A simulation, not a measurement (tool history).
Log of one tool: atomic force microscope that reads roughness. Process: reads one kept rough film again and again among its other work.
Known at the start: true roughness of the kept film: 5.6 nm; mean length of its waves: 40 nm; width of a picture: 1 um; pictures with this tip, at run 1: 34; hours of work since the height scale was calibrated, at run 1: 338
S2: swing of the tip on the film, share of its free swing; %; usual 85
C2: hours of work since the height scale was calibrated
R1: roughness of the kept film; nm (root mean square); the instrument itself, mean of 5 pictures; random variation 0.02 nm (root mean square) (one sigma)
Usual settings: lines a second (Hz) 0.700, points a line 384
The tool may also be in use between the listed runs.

run 1 day=0.000 | lines_a_second_(Hz)=0.700 S2=85 points_a_line=384 | pictures_with_this_tip=34 C2=338 | R1=3.961
-- day=0.921 new tip fitted
run 2 day=1.129 | lines_a_second_(Hz)=0.700 S2=56 points_a_line=384 | pictures_with_this_tip=6 C2=355 | R1=4.835
run 3 day=2.483 | lines_a_second_(Hz)=0.700 S2=85 points_a_line=880 | pictures_with_this_tip=48 C2=377 | R1=3.848
-- day=2.971 new tip fitted
run 4 day=4.088 | lines_a_second_(Hz)=1.496 S2=85 points_a_line=384 | pictures_with_this_tip=35 C2=401 | R1=3.841
-- day=4.975 new tip fitted
run 5 day=6.108 | lines_a_second_(Hz)=0.700 S2=85 points_a_line=384 | pictures_with_this_tip=36 C2=433 | R1=3.992
-- day=7.083 new tip fitted
run 6 day=7.338 | lines_a_second_(Hz)=0.700 S2=85 points_a_line=384 | pictures_with_this_tip=8 C2=452 | R1=4.654
-- day=9.279 new tip fitted
run 7 day=9.446 | lines_a_second_(Hz)=0.700 S2=85 points_a_line=384 | pictures_with_this_tip=5 C2=485 | R1=4.741
run 8 day=10.912 | lines_a_second_(Hz)=0.700 S2=85 points_a_line=384 | pictures_with_this_tip=50 C2=508 | R1=3.791
-- day=11.379 new tip fitted
run 9 day=12.625 | lines_a_second_(Hz)=0.700 S2=85 points_a_line=384 | pictures_with_this_tip=39 C2=534 | R1=3.910
-- day=13.346 new tip fitted
run 10 day=14.738 | lines_a_second_(Hz)=0.700 S2=85 points_a_line=384 | pictures_with_this_tip=43 C2=567 | R1=3.849
-- day=15.483 new tip fitted
run 11 day=15.875 | lines_a_second_(Hz)=0.700 S2=85 points_a_line=384 | pictures_with_this_tip=12 C2=585 | R1=4.565
run 12 day=17.342 | lines_a_second_(Hz)=0.700 S2=85 points_a_line=384 | pictures_with_this_tip=58 C2=608 | R1=3.718
-- day=17.479 new tip fitted
-- day=19.583 new tip fitted
run 13 day=19.596 | lines_a_second_(Hz)=0.700 S2=85 points_a_line=384 | pictures_with_this_tip=1 C2=643 | R1=4.829
run 14 day=21.050 | lines_a_second_(Hz)=2.343 S2=85 points_a_line=384 | pictures_with_this_tip=46 C2=666 | R1=3.515
-- day=21.612 new tip fitted
run 15 day=23.508 | lines_a_second_(Hz)=0.700 S2=55 points_a_line=384 | pictures_with_this_tip=59 C2=704 | R1=3.738
-- day=23.638 new tip fitted
run 16 day=25.058 | lines_a_second_(Hz)=0.700 S2=85 points_a_line=384 | pictures_with_this_tip=44 C2=728 | R1=3.815
-- day=25.800 new tip fitted
run 17 day=26.642 | lines_a_second_(Hz)=0.700 S2=85 points_a_line=384 | pictures_with_this_tip=26 C2=753 | R1=4.228
-- day=27.946 new tip fitted
run 18 day=28.892 | lines_a_second_(Hz)=0.700 S2=85 points_a_line=384 | pictures_with_this_tip=29 C2=788 | R1=4.134
-- day=29.933 new tip fitted
run 19 day=31.071 | lines_a_second_(Hz)=0.700 S2=85 points_a_line=263 | pictures_with_this_tip=35 C2=822 | R1=3.931
-- day=32.046 new tip fitted
run 20 day=33.554 | lines_a_second_(Hz)=0.700 S2=85 points_a_line=384 | pictures_with_this_tip=47 C2=860 | R1=3.845
-- day=34.029 new tip fitted
run 21 day=35.350 | lines_a_second_(Hz)=2.370 S2=85 points_a_line=397 | pictures_with_this_tip=41 C2=888 | R1=3.557
-- day=36.100 new tip fitted
run 22 day=37.121 | lines_a_second_(Hz)=2.370 S2=85 points_a_line=397 | pictures_with_this_tip=32 C2=916 | R1=3.695
-- day=38.104 new tip fitted
run 23 day=38.325 | lines_a_second_(Hz)=1.181 S2=59 points_a_line=855 | pictures_with_this_tip=7 C2=935 | R1=4.807
run 24 day=39.700 | lines_a_second_(Hz)=0.700 S2=85 points_a_line=386 | pictures_with_this_tip=49 C2=956 | R1=3.805
-- day=40.212 new tip fitted
run 25 day=42.167 | lines_a_second_(Hz)=0.700 S2=85 points_a_line=386 | pictures_with_this_tip=60 C2=995 | R1=3.660
-- day=42.358 new tip fitted
run 26 day=43.250 | lines_a_second_(Hz)=0.826 S2=84 points_a_line=386 | pictures_with_this_tip=27 C2=1011 | R1=4.202
-- day=44.354 new tip fitted
run 27 day=44.354 | lines_a_second_(Hz)=0.759 S2=66 points_a_line=386 | pictures_with_this_tip=0 C2=1028 | R1=4.925
run 28 day=45.592 | lines_a_second_(Hz)=3.624 S2=84 points_a_line=648 | pictures_with_this_tip=38 C2=1048 | R1=3.404
-- day=46.471 new tip fitted
run 29 day=47.700 | lines_a_second_(Hz)=3.624 S2=84 points_a_line=648 | pictures_with_this_tip=38 C2=1081 | R1=3.413
-- day=48.579 new tip fitted
run 30 day=49.588 | lines_a_second_(Hz)=3.624 S2=80 points_a_line=533 | pictures_with_this_tip=31 C2=1110 | R1=3.675
-- day=50.588 new tip fitted
run 31 day=50.708 | lines_a_second_(Hz)=2.365 S2=81 points_a_line=720 | pictures_with_this_tip=4 C2=1127 | R1=4.416
-- day=52.629 new tip fitted
run 32 day=52.954 | lines_a_second_(Hz)=2.365 S2=81 points_a_line=652 | pictures_with_this_tip=10 C2=1162 | R1=4.303
run 33 day=54.317 | lines_a_second_(Hz)=2.221 S2=81 points_a_line=908 | pictures_with_this_tip=52 C2=1184 | R1=3.464
-- day=54.671 new tip fitted
run 34 day=56.362 | lines_a_second_(Hz)=1.649 S2=57 points_a_line=645 | pictures_with_this_tip=52 C2=1216 | R1=3.783
-- day=56.750 new tip fitted
run 35 day=58.579 | lines_a_second_(Hz)=2.157 S2=71 points_a_line=523 | pictures_with_this_tip=57 C2=1250 | R1=3.578
-- day=58.800 new tip fitted
-- day=60.758 new tip fitted
run 36 day=60.979 | lines_a_second_(Hz)=1.923 S2=78 points_a_line=1005 | pictures_with_this_tip=6 C2=1287 | R1=4.414
-- day=62.833 new tip fitted
run 37 day=63.283 | lines_a_second_(Hz)=0.700 S2=83 points_a_line=296 | pictures_with_this_tip=14 C2=1323 | R1=4.388
-- day=64.808 new tip fitted
run 38 day=65.412 | lines_a_second_(Hz)=0.700 S2=85 points_a_line=384 | pictures_with_this_tip=19 C2=1356 | R1=4.207
-- day=66.875 new tip fitted
run 39 day=67.342 | lines_a_second_(Hz)=0.840 S2=68 points_a_line=384 | pictures_with_this_tip=15 C2=1386 | R1=4.454
-- day=68.846 new tip fitted
run 40 day=69.004 | lines_a_second_(Hz)=3.461 S2=75 points_a_line=469 | pictures_with_this_tip=5 C2=1412 | R1=4.339

Measured less the same run without the tool's hidden state. The same run-to-run variation is in both; the gauge's scatter may not be:
The hidden state here: radius of the tip, nm; height scale over the true one, %; drift of the gauge itself on roughness_nm, %.
run=1 R1=-0.921
run=2 R1=-0.238
run=3 R1=-1.087
run=4 R1=-0.845
run=5 R1=-0.917
run=6 R1=-0.197
run=7 R1=-0.144
run=8 R1=-1.075
run=9 R1=-1.014
run=10 R1=-1.064
run=11 R1=-0.326
run=12 R1=-1.151
run=13 R1=-0.072
run=14 R1=-0.974
run=15 R1=-1.322
run=16 R1=-1.076
run=17 R1=-0.640
run=18 R1=-0.799
run=19 R1=-0.961
run=20 R1=-1.065
run=21 R1=-0.907
run=22 R1=-0.779
run=23 R1=-0.228
run=24 R1=-1.062
run=25 R1=-1.223
run=26 R1=-0.640
run=27 R1=-0.067
run=28 R1=-0.827
run=29 R1=-0.822
run=30 R1=-0.681
run=31 R1=-0.153
run=32 R1=-0.306
run=33 R1=-1.106
run=34 R1=-1.192
run=35 R1=-1.243
run=36 R1=-0.264
run=37 R1=-0.521
run=38 R1=-0.680
run=39 R1=-0.560
run=40 R1=-0.195
